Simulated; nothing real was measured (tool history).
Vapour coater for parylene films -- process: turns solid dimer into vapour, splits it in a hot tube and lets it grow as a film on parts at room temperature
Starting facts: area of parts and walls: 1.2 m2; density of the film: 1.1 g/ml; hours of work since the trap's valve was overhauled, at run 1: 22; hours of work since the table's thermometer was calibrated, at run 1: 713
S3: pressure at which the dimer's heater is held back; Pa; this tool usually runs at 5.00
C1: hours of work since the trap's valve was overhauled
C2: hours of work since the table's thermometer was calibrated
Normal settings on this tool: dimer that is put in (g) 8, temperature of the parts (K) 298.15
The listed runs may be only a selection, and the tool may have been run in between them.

run 1 hour=0.0 | dimer_that_is_put_in_(g)=8 temperature_of_the_parts_(K)=298.15 S3=5.00 | C1=22 C2=713 | thickness_of_the_film_(nm)=3080
run 2 hour=64.1 | dimer_that_is_put_in_(g)=8 temperature_of_the_parts_(K)=298.15 S3=5.00 | C1=69 C2=760 | thickness_of_the_film_(nm)=3050
run 3 hour=112.9 | dimer_that_is_put_in_(g)=8 temperature_of_the_parts_(K)=298.15 S3=5.00 | C1=105 C2=796 | thickness_of_the_film_(nm)=3040
run 4 hour=165.9 | dimer_that_is_put_in_(g)=9 temperature_of_the_parts_(K)=298.15 S3=5.00 | C1=144 C2=835 | thickness_of_the_film_(nm)=3420
run 5 hour=211.6 | dimer_that_is_put_in_(g)=9 temperature_of_the_parts_(K)=298.15 S3=5.00 | C1=177 C2=868 | thickness_of_the_film_(nm)=3430
run 6 hour=250.6 | dimer_that_is_put_in_(g)=9 temperature_of_the_parts_(K)=298.15 S3=5.00 | C1=206 C2=897 | thickness_of_the_film_(nm)=3410
run 7 hour=309.0 | dimer_that_is_put_in_(g)=3 temperature_of_the_parts_(K)=298.15 S3=5.00 | C1=249 C2=940 | thickness_of_the_film_(nm)=1140
-- hour=341.8 trap's valve overhauled
run 8 hour=350.0 | dimer_that_is_put_in_(g)=3 temperature_of_the_parts_(K)=298.15 S3=5.00 | C1=6 C2=967 | thickness_of_the_film_(nm)=1120
run 9 hour=400.4 | dimer_that_is_put_in_(g)=11 temperature_of_the_parts_(K)=298.15 S3=5.00 | C1=43 C2=1004 | thickness_of_the_film_(nm)=4170
run 10 hour=440.6 | dimer_that_is_put_in_(g)=11 temperature_of_the_parts_(K)=298.15 S3=5.00 | C1=73 C2=1033 | thickness_of_the_film_(nm)=4140
run 11 hour=511.0 | dimer_that_is_put_in_(g)=8 temperature_of_the_parts_(K)=298.15 S3=5.00 | C1=124 C2=1085 | thickness_of_the_film_(nm)=3000
run 12 hour=592.0 | dimer_that_is_put_in_(g)=8 temperature_of_the_parts_(K)=298.15 S3=5.00 | C1=184 C2=1144 | thickness_of_the_film_(nm)=3000
run 13 hour=657.2 | dimer_that_is_put_in_(g)=8 temperature_of_the_parts_(K)=298.15 S3=5.00 | C1=231 C2=1192 | thickness_of_the_film_(nm)=2980
-- hour=666.3 gauge calibrated
-- hour=708.2 trap's valve overhauled
run 14 hour=721.7 | dimer_that_is_put_in_(g)=8 temperature_of_the_parts_(K)=298.15 S3=5.00 | C1=10 C2=1237 | thickness_of_the_film_(nm)=3040
run 15 hour=769.7 | dimer_that_is_put_in_(g)=8 temperature_of_the_parts_(K)=298.15 S3=5.00 | C1=45 C2=1272 | thickness_of_the_film_(nm)=3050
run 16 hour=815.0 | dimer_that_is_put_in_(g)=8 temperature_of_the_parts_(K)=298.15 S3=5.00 | C1=78 C2=1305 | thickness_of_the_film_(nm)=3060
run 17 hour=860.6 | dimer_that_is_put_in_(g)=8 temperature_of_the_parts_(K)=298.15 S3=5.00 | C1=112 C2=1338 | thickness_of_the_film_(nm)=3050
run 18 hour=920.6 | dimer_that_is_put_in_(g)=8 temperature_of_the_parts_(K)=298.15 S3=5.00 | C1=156 C2=1382 | thickness_of_the_film_(nm)=3010
run 19 hour=989.2 | dimer_that_is_put_in_(g)=8 temperature_of_the_parts_(K)=298.15 S3=5.00 | C1=206 C2=1433 | thickness_of_the_film_(nm)=3000
-- hour=1051.7 table's thermometer calibrated
run 20 hour=1069.1 | dimer_that_is_put_in_(g)=8 temperature_of_the_parts_(K)=298.15 S3=5.00 | C1=264 C2=13 | thickness_of_the_film_(nm)=3030
-- hour=1078.7 trap's valve overhauled
run 21 hour=1111.7 | dimer_that_is_put_in_(g)=8 temperature_of_the_parts_(K)=298.15 S3=5.00 | C1=24 C2=41 | thickness_of_the_film_(nm)=3020
run 22 hour=1193.0 | dimer_that_is_put_in_(g)=8 temperature_of_the_parts_(K)=298.15 S3=3.44 | C1=84 C2=101 | thickness_of_the_film_(nm)=3150
run 23 hour=1274.5 | dimer_that_is_put_in_(g)=8 temperature_of_the_parts_(K)=298.15 S3=8.24 | C1=144 C2=161 | thickness_of_the_film_(nm)=2780
run 24 hour=1355.4 | dimer_that_is_put_in_(g)=8 temperature_of_the_parts_(K)=298.15 S3=8.24 | C1=203 C2=220 | thickness_of_the_film_(nm)=2780
run 25 hour=1421.9 | dimer_that_is_put_in_(g)=11 temperature_of_the_parts_(K)=298.15 S3=3.16 | C1=252 C2=269 | thickness_of_the_film_(nm)=4350
-- hour=1448.3 trap's valve overhauled
run 26 hour=1504.5 | dimer_that_is_put_in_(g)=11 temperature_of_the_parts_(K)=298.15 S3=3.16 | C1=41 C2=326 | thickness_of_the_film_(nm)=4300
run 27 hour=1555.6 | dimer_that_is_put_in_(g)=3 temperature_of_the_parts_(K)=293.15 S3=3.49 | C1=79 C2=364 | thickness_of_the_film_(nm)=1310
run 28 hour=1591.5 | dimer_that_is_put_in_(g)=3 temperature_of_the_parts_(K)=293.15 S3=3.49 | C1=105 C2=390 | thickness_of_the_film_(nm)=1300
run 29 hour=1649.5 | dimer_that_is_put_in_(g)=3 temperature_of_the_parts_(K)=295.15 S3=10.98 | C1=148 C2=433 | thickness_of_the_film_(nm)=1060
run 30 hour=1689.7 | dimer_that_is_put_in_(g)=4 temperature_of_the_parts_(K)=303.15 S3=10.99 | C1=177 C2=462 | thickness_of_the_film_(nm)=1160
run 31 hour=1750.4 | dimer_that_is_put_in_(g)=12 temperature_of_the_parts_(K)=300.15 S3=3.55 | C1=222 C2=507 | thickness_of_the_film_(nm)=4330
run 32 hour=1808.0 | dimer_that_is_put_in_(g)=7 temperature_of_the_parts_(K)=304.15 S3=3.55 | C1=264 C2=549 | thickness_of_the_film_(nm)=2310
-- hour=1818.7 trap's valve overhauled
run 33 hour=1862.9 | dimer_that_is_put_in_(g)=7 temperature_of_the_parts_(K)=304.15 S3=3.55 | C1=32 C2=586 | thickness_of_the_film_(nm)=2320
run 34 hour=1936.5 | dimer_that_is_put_in_(g)=7 temperature_of_the_parts_(K)=304.15 S3=3.55 | C1=86 C2=640 | thickness_of_the_film_(nm)=2320
run 35 hour=2006.7 | dimer_that_is_put_in_(g)=13 temperature_of_the_parts_(K)=301.15 S3=5.00 | C1=138 C2=692 | thickness_of_the_film_(nm)=4360
run 36 hour=2058.9 | dimer_that_is_put_in_(g)=5 temperature_of_the_parts_(K)=298.15 S3=10.38 | C1=176 C2=730 | thickness_of_the_film_(nm)=1630
run 37 hour=2121.2 | dimer_that_is_put_in_(g)=5 temperature_of_the_parts_(K)=298.15 S3=10.38 | C1=222 C2=776 | thickness_of_the_film_(nm)=1610
-- hour=2185.0 trap's valve overhauled
run 38 hour=2185.0 | dimer_that_is_put_in_(g)=10 temperature_of_the_parts_(K)=297.15 S3=5.00 | C1=0 C2=820 | thickness_of_the_film_(nm)=3670
run 39 hour=2263.7 | dimer_that_is_put_in_(g)=10 temperature_of_the_parts_(K)=297.15 S3=5.00 | C1=58 C2=877 | thickness_of_the_film_(nm)=3610
run 40 hour=2316.3 | dimer_that_is_put_in_(g)=10 temperature_of_the_parts_(K)=297.15 S3=5.00 | C1=96 C2=916 | thickness_of_the_film_(nm)=3640
run 41 hour=2381.0 | dimer_that_is_put_in_(g)=8 temperature_of_the_parts_(K)=295.15 S3=5.00 | C1=144 C2=963 | thickness_of_the_film_(nm)=3040
run 42 hour=2438.5 | dimer_that_is_put_in_(g)=8 temperature_of_the_parts_(K)=292.15 S3=2.12 | C1=186 C2=1006 | thickness_of_the_film_(nm)=3660
run 43 hour=2491.3 | dimer_that_is_put_in_(g)=8 temperature_of_the_parts_(K)=292.15 S3=2.55 | C1=225 C2=1044 | thickness_of_the_film_(nm)=3560
-- hour=2552.9 trap's valve overhauled
run 44 hour=2552.9 | dimer_that_is_put_in_(g)=5 temperature_of_the_parts_(K)=294.15 S3=8.25 | C1=0 C2=1087 | thickness_of_the_film_(nm)=1800
run 45 hour=2628.1 | dimer_that_is_put_in_(g)=5 temperature_of_the_parts_(K)=294.15 S3=8.25 | C1=55 C2=1142 | thickness_of_the_film_(nm)=1800
run 46 hour=2678.9 | dimer_that_is_put_in_(g)=5 temperature_of_the_parts_(K)=305.15 S3=3.97 | C1=92 C2=1179 | thickness_of_the_film_(nm)=1500

Hidden state or all else? Some run-to-run changes of thickness of the film (nm), split into what the settings, what came in and random variation would give without the hidden state, and what is left for the hidden state (with any gauge scatter that isn't in both results):
Hidden state at play: vapour lost through the trap's worn valve, %; true temperature of the parts over the reading, C; drift of the gauge itself on film_um, %.
Run 8 -> 9: dimer that is put in (g) 3 -> 11. thickness of the film (nm) +3050: hidden state -60, all else +3110.
Run 26 -> 27: dimer that is put in (g) 11 -> 3, temperature of the parts (K) 298.15 -> 293.15, S3 3.16 -> 3.49. thickness of the film (nm) -2990: hidden state +120, all else -3110.
Run 30 -> 31: dimer that is put in (g) 4 -> 12, temperature of the parts (K) 303.15 -> 300.15, S3 10.99 -> 3.55. thickness of the film (nm) +3170: hidden state -180, all else +3350.
Run 35 -> 36: dimer that is put in (g) 13 -> 5, temperature of the parts (K) 301.15 -> 298.15, S3 5.00 -> 10.38. thickness of the film (nm) -2730: hidden state +170, all else -2900.
Run 43 -> 44: dimer that is put in (g) 8 -> 5, temperature of the parts (K) 292.15 -> 294.15, S3 2.55 -> 8.25, trap's valve overhauled. thickness of the film (nm) -1760: hidden state +160, all else -1920.
